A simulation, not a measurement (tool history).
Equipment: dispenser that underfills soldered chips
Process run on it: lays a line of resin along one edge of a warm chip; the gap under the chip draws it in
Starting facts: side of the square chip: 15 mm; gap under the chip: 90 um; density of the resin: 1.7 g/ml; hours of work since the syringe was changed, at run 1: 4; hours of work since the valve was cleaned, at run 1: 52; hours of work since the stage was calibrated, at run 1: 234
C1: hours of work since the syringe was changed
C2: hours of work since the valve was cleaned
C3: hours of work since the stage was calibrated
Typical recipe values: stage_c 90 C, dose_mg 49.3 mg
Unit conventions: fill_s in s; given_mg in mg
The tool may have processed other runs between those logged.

Run 1, hour 0: usual settings; C1 4; C2 52; C3 234. Result: fill_s 205.6 s, given_mg 47.23 mg.
Run 2, hour 6.2: usual settings; C1 8; C2 56; C3 237. Result: fill_s 253.1 s, given_mg 47.07 mg.
At hour 9.2: new syringe of resin.
Run 3, hour 16.1: usual settings; C1 4; C2 62; C3 243. Result: fill_s 204.4 s, given_mg 46.54 mg.
At hour 25.1: new syringe of resin.
Run 4, hour 25.7: usual settings; C1 0; C2 67; C3 249. Result: fill_s 160.3 s, given_mg 46.56 mg.
Run 5, hour 29.9: usual settings; C1 3; C2 70; C3 252. Result: fill_s 193.1 s, given_mg 46.46 mg.
Run 6, hour 36.2: usual settings but dose_mg 50 mg; C1 7; C2 74; C3 255. Result: fill_s 231.9 s, given_mg 47.2 mg.
At hour 41.4: new syringe of resin.
Run 7, hour 44.4: usual settings but dose_mg 53.3 mg; C1 2; C2 79; C3 260. Result: fill_s 176.1 s, given_mg 49.93 mg.
Run 8, hour 50.9: usual settings but dose_mg 58 mg; C1 6; C2 83; C3 264. Result: fill_s 218.2 s, given_mg 54.12 mg.
At hour 57.8: new syringe of resin.
Run 9, hour 60.5: usual settings but dose_mg 58 mg; C1 2; C2 88; C3 270. Result: fill_s 174.1 s, given_mg 53.58 mg.
Run 10, hour 69.5: usual settings but dose_mg 58 mg; C1 7; C2 94; C3 275. Result: fill_s 237.9 s, given_mg 54.1 mg.
At hour 74: new syringe of resin.
Run 11, hour 78.9: usual settings but dose_mg 58 mg; C1 3; C2 99; C3 281. Result: fill_s 187.3 s, given_mg 53.68 mg.
Run 12, hour 85.1: usual settings but dose_mg 58 mg; C1 7; C2 103; C3 285. Result: fill_s 232.7 s, given_mg 53.24 mg.
Run 13, hour 89: usual settings but dose_mg 50.2 mg; C1 9; C2 106; C3 287. Result: fill_s 271.1 s, given_mg 45.93 mg.
At hour 90.4: new syringe of resin.
Run 14, hour 98: usual settings; C1 5; C2 111; C3 292. Result: fill_s 212.3 s, given_mg 45.08 mg.
Run 15, hour 105.2: usual settings; C1 9; C2 115; C3 297. Result: fill_s 271.4 s, given_mg 44.71 mg.
At hour 106.6: new syringe of resin.
Run 16, hour 115.3: usual settings but dose_mg 51.1 mg; C1 5; C2 121; C3 303. Result: fill_s 218.9 s, given_mg 46.15 mg.
At hour 122.6: new syringe of resin.
Run 17, hour 122.6: usual settings; C1 0; C2 125; C3 307. Result: fill_s 162.8 s, given_mg 44.26 mg.
At hour 132: dispensing valve cleaned and set on the balance.
Run 18, hour 132.1: usual settings; C1 5; C2 0; C3 312. Result: fill_s 216.3 s, given_mg 49.28 mg.
Run 19, hour 137.4: usual settings but stage_c 87 C, dose_mg 48 mg; C1 8; C2 3; C3 316. Result: fill_s 291.6 s, given_mg 47.72 mg.
At hour 139.9: new syringe of resin.
Run 20, hour 143.2: usual settings but stage_c 91 C, dose_mg 58.7 mg; C1 2; C2 7; C3 319. Result: fill_s 168.7 s, given_mg 58.33 mg.
Run 21, hour 149.8: usual settings but stage_c 77 C, dose_mg 42.8 mg; C1 6; C2 11; C3 323. Result: fill_s 399.1 s, given_mg 42.26 mg.
At hour 156: new syringe of resin.
Run 22, hour 157.7: usual settings but stage_c 77 C; C1 1; C2 15; C3 328. Result: fill_s 287.9 s, given_mg 48.42 mg.
Run 23, hour 166.9: usual settings but stage_c 77 C, dose_mg 55.2 mg; C1 7; C2 21; C3 333. Result: fill_s 392.6 s, given_mg 54.19 mg.
At hour 172.1: new syringe of resin.
Run 24, hour 172.9: usual settings but stage_c 77 C, dose_mg 55.2 mg; C1 0; C2 24; C3 337. Result: fill_s 278.5 s, given_mg 54.21 mg.
Run 25, hour 179.6: usual settings but stage_c 103 C, dose_mg 60.2 mg; C1 5; C2 29; C3 341. Result: fill_s 124.5 s, given_mg 59.23 mg.
Run 26, hour 186.9: usual settings but stage_c 97 C, dose_mg 63.8 mg; C1 9; C2 33; C3 345. Result: fill_s 201.7 s, given_mg 62.9 mg.
At hour 188.1: new syringe of resin.
Run 27, hour 191.9: usual settings but stage_c 94 C, dose_mg 52.4 mg; C1 2; C2 36; C3 348. Result: fill_s 156.4 s, given_mg 51.22 mg.
Run 28, hour 196.7: usual settings but stage_c 103 C, dose_mg 58.4 mg; C1 5; C2 39; C3 351. Result: fill_s 127.1 s, given_mg 56.82 mg.
Run 29, hour 201.3: usual settings but stage_c 95 C, dose_mg 47.2 mg; C1 8; C2 42; C3 354. Result: fill_s 214.8 s, given_mg 45.71 mg.
At hour 204.6: new syringe of resin.
Run 30, hour 209.1: usual settings but stage_c 93 C, dose_mg 53.1 mg; C1 3; C2 46; C3 358. Result: fill_s 167 s, given_mg 51.15 mg.
Run 31, hour 214.6: usual settings but stage_c 93 C, dose_mg 53.1 mg; C1 6; C2 50; C3 362. Result: fill_s 201.8 s, given_mg 51.32 mg.
At hour 220.6: new syringe of resin.
Run 32, hour 224.7: usual settings but stage_c 100 C, dose_mg 55.7 mg; C1 3; C2 56; C3 368. Result: fill_s 123.1 s, given_mg 53.8 mg.
Run 33, hour 231.9: usual settings but stage_c 93 C, dose_mg 44 mg; C1 7; C2 60; C3 372. Result: fill_s 219 s, given_mg 42.18 mg.
At hour 237.2: new syringe of resin.
Run 34, hour 241.4: usual settings but stage_c 91 C, dose_mg 57 mg; C1 3; C2 66; C3 378. Result: fill_s 177.1 s, given_mg 54.16 mg.
Run 35, hour 245.8: usual settings but stage_c 79 C, dose_mg 56.8 mg; C1 5; C2 68; C3 380. Result: fill_s 333.8 s, given_mg 54.19 mg.
At hour 253.2: new syringe of resin.
Run 36, hour 253.6: usual settings but stage_c 80 C, dose_mg 49.8 mg; C1 0; C2 73; C3 385. Result: fill_s 249.3 s, given_mg 47.22 mg.

What if the next run were any one of these 3? Each begins from the tool's condition after run 36:
Run A, hour 257.6: usual settings but dose_mg 48.1 mg; C1 3; C2 75; C3 387. Result: fill_s ?, given_mg ?.
Run B, hour 257.6: usual settings but stage_c 87 C, dose_mg 42.3 mg; C1 3; C2 75; C3 387. Result: fill_s ?, given_mg ?.
Run C, hour 257.6: usual settings but stage_c 77 C; C1 3; C2 75; C3 387. Result: fill_s ?, given_mg ?.

run  fill_s  given_mg
  A   190.7     45.32
  B   229.1     40.01
  C   329.5     46.65
Without the tool's hidden state the same runs would have given:
run  fill_s  given_mg
  A     150     47.92
  B   178.4      42.3
  C   258.1     49.33

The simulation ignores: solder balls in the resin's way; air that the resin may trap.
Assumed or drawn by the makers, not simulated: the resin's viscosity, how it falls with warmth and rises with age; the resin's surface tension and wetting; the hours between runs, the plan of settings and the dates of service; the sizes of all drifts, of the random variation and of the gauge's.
